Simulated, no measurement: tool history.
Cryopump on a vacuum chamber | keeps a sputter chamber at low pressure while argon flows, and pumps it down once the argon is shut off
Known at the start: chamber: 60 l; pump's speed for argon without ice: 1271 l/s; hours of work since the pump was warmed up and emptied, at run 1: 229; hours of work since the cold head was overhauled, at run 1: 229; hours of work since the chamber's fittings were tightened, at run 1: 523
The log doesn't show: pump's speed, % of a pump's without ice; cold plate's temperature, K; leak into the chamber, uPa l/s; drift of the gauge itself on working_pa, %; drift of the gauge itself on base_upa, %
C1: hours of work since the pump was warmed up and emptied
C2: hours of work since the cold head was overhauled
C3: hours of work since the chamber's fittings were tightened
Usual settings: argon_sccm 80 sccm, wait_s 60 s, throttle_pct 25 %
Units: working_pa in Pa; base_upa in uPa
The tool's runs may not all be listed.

{"run": 1, "hour": 0.0, "argon_sccm": 80, "wait_s": 60, "throttle_pct": 25, "C1": 229, "C2": 229, "C3": 523, "working_pa": 0.4351, "base_upa": 1.1}
{"run": 2, "hour": 21.1, "argon_sccm": 80, "wait_s": 60, "throttle_pct": 25, "C1": 246, "C2": 246, "C3": 540, "working_pa": 0.4385, "base_upa": 1.16}
{"run": 3, "hour": 36.9, "argon_sccm": 80, "wait_s": 60, "throttle_pct": 25, "C1": 258, "C2": 258, "C3": 552, "working_pa": 0.4398, "base_upa": 1.14}
{"run": 4, "hour": 57.1, "argon_sccm": 80, "wait_s": 60, "throttle_pct": 25, "C1": 274, "C2": 274, "C3": 568, "working_pa": 0.437, "base_upa": 1.21}
{"run": 5, "hour": 78.5, "argon_sccm": 80, "wait_s": 50, "throttle_pct": 25, "C1": 291, "C2": 291, "C3": 585, "working_pa": 0.4389, "base_upa": 1.29}
{"run": 6, "hour": 91.7, "argon_sccm": 80, "wait_s": 50, "throttle_pct": 25, "C1": 302, "C2": 302, "C3": 596, "working_pa": 0.44, "base_upa": 1.3}
{"run": 7, "hour": 112.3, "argon_sccm": 80, "wait_s": 60, "throttle_pct": 25, "C1": 318, "C2": 318, "C3": 612, "working_pa": 0.4413, "base_upa": 1.2}
{"run": 8, "hour": 128.7, "argon_sccm": 80, "wait_s": 60, "throttle_pct": 25, "C1": 331, "C2": 331, "C3": 625, "working_pa": 0.4443, "base_upa": 1.21}
{"run": 9, "hour": 148.7, "argon_sccm": 80, "wait_s": 60, "throttle_pct": 25, "C1": 347, "C2": 347, "C3": 641, "working_pa": 0.4455, "base_upa": 1.29}
{"run": 10, "hour": 160.8, "argon_sccm": 80, "wait_s": 60, "throttle_pct": 25, "C1": 356, "C2": 356, "C3": 650, "working_pa": 0.4412, "base_upa": 1.31}
{"run": 11, "hour": 178.7, "argon_sccm": 80, "wait_s": 60, "throttle_pct": 25, "C1": 370, "C2": 370, "C3": 664, "working_pa": 0.4443, "base_upa": 1.28}
{"run": 12, "hour": 195.0, "argon_sccm": 80, "wait_s": 167, "throttle_pct": 25, "C1": 383, "C2": 383, "C3": 677, "working_pa": 0.4468, "base_upa": 1.03}
{"run": 13, "hour": 214.2, "argon_sccm": 80, "wait_s": 167, "throttle_pct": 25, "C1": 399, "C2": 399, "C3": 693, "working_pa": 0.4442, "base_upa": 1.05}
{"run": 14, "hour": 225.9, "argon_sccm": 80, "wait_s": 167, "throttle_pct": 25, "C1": 408, "C2": 408, "C3": 702, "working_pa": 0.4473, "base_upa": 1.1}
{"run": 15, "hour": 235.6, "argon_sccm": 80, "wait_s": 167, "throttle_pct": 25, "C1": 416, "C2": 416, "C3": 710, "working_pa": 0.4496, "base_upa": 1.04}
{"run": 16, "hour": 248.3, "argon_sccm": 80, "wait_s": 167, "throttle_pct": 25, "C1": 426, "C2": 426, "C3": 720, "working_pa": 0.4471, "base_upa": 1.13}
{"run": 17, "hour": 262.4, "argon_sccm": 80, "wait_s": 167, "throttle_pct": 25, "C1": 437, "C2": 437, "C3": 731, "working_pa": 0.4495, "base_upa": 1.12}
{"run": 18, "hour": 271.3, "argon_sccm": 80, "wait_s": 51, "throttle_pct": 27, "C1": 444, "C2": 444, "C3": 738, "working_pa": 0.4172, "base_upa": 1.48}
{"run": 19, "hour": 283.5, "argon_sccm": 80, "wait_s": 51, "throttle_pct": 27, "C1": 453, "C2": 453, "C3": 748, "working_pa": 0.4169, "base_upa": 1.44}
{"run": 20, "hour": 292.7, "argon_sccm": 146, "wait_s": 89, "throttle_pct": 43, "C1": 461, "C2": 461, "C3": 755, "working_pa": 0.4974, "base_upa": 1.27}
{"run": 21, "hour": 307.5, "argon_sccm": 80, "wait_s": 110, "throttle_pct": 18, "C1": 472, "C2": 472, "C3": 767, "working_pa": 0.6186, "base_upa": 1.24}
{"run": 22, "hour": 326.4, "argon_sccm": 149, "wait_s": 173, "throttle_pct": 15, "C1": 487, "C2": 487, "C3": 782, "working_pa": 1.3735, "base_upa": 1.13}
{"run": 23, "hour": 344.0, "argon_sccm": 62, "wait_s": 25, "throttle_pct": 23, "C1": 501, "C2": 501, "C3": 795, "working_pa": 0.3815, "base_upa": 2.08}
{"hour": 352.5, "done": "pump warmed up, emptied and cooled again"}
{"run": 24, "hour": 358.5, "argon_sccm": 78, "wait_s": 60, "throttle_pct": 18, "C1": 5, "C2": 509, "C3": 803, "working_pa": 0.5721, "base_upa": 1.25}
{"run": 25, "hour": 372.5, "argon_sccm": 135, "wait_s": 172, "throttle_pct": 23, "C1": 16, "C2": 520, "C3": 814, "working_pa": 0.7863, "base_upa": 1.03}
{"run": 26, "hour": 392.8, "argon_sccm": 60, "wait_s": 207, "throttle_pct": 25, "C1": 32, "C2": 536, "C3": 830, "working_pa": 0.3236, "base_upa": 1.01}
{"run": 27, "hour": 409.6, "argon_sccm": 60, "wait_s": 207, "throttle_pct": 25, "C1": 45, "C2": 549, "C3": 843, "working_pa": 0.3194, "base_upa": 1.02}
{"run": 28, "hour": 426.8, "argon_sccm": 58, "wait_s": 61, "throttle_pct": 45, "C1": 59, "C2": 563, "C3": 857, "working_pa": 0.1741, "base_upa": 1.35}
{"run": 29, "hour": 437.8, "argon_sccm": 69, "wait_s": 90, "throttle_pct": 45, "C1": 68, "C2": 572, "C3": 866, "working_pa": 0.2071, "base_upa": 1.18}
{"run": 30, "hour": 455.5, "argon_sccm": 69, "wait_s": 90, "throttle_pct": 45, "C1": 82, "C2": 586, "C3": 880, "working_pa": 0.2072, "base_upa": 1.21}
{"run": 31, "hour": 465.5, "argon_sccm": 69, "wait_s": 90, "throttle_pct": 45, "C1": 90, "C2": 594, "C3": 888, "working_pa": 0.2058, "base_upa": 1.24}
{"run": 32, "hour": 477.4, "argon_sccm": 136, "wait_s": 31, "throttle_pct": 31, "C1": 99, "C2": 603, "C3": 897, "working_pa": 0.5906, "base_upa": 1.82}
{"run": 33, "hour": 497.2, "argon_sccm": 136, "wait_s": 31, "throttle_pct": 31, "C1": 115, "C2": 619, "C3": 913, "working_pa": 0.5922, "base_upa": 1.83}

5 ways to go on from here, each from the tool as it stands after run 33. What would each give?
{"run": "A", "hour": 515.9, "argon_sccm": 139, "wait_s": 171, "throttle_pct": 31, "C1": 129, "C2": 634, "C3": 928, "working_pa": "?", "base_upa": "?"}
{"run": "B", "hour": 515.9, "argon_sccm": 77, "wait_s": 60, "throttle_pct": 25, "C1": 129, "C2": 634, "C3": 928, "working_pa": "?", "base_upa": "?"}
{"run": "C", "hour": 515.9, "argon_sccm": 138, "wait_s": 31, "throttle_pct": 31, "C1": 129, "C2": 634, "C3": 928, "working_pa": "?", "base_upa": "?"}
{"run": "D", "hour": 515.9, "argon_sccm": 92, "wait_s": 289, "throttle_pct": 20, "C1": 129, "C2": 634, "C3": 928, "working_pa": "?", "base_upa": "?"}
{"run": "E", "hour": 515.9, "argon_sccm": 92, "wait_s": 83, "throttle_pct": 20, "C1": 129, "C2": 634, "C3": 928, "working_pa": "?", "base_upa": "?"}

run=A working_pa=0.6059 base_upa=1.17
run=B working_pa=0.4157 base_upa=1.39
run=C working_pa=0.6013 base_upa=1.77
run=D working_pa=0.6202 base_upa=1.14
run=E working_pa=0.6159 base_upa=1.32
Without the tool's hidden state the same runs would have given:
run=A working_pa=0.5947 base_upa=0.37
run=B working_pa=0.4095 base_upa=0.62
run=C working_pa=0.5901 base_upa=1.00
run=D working_pa=0.6127 base_upa=0.34
run=E working_pa=0.6084 base_upa=0.56

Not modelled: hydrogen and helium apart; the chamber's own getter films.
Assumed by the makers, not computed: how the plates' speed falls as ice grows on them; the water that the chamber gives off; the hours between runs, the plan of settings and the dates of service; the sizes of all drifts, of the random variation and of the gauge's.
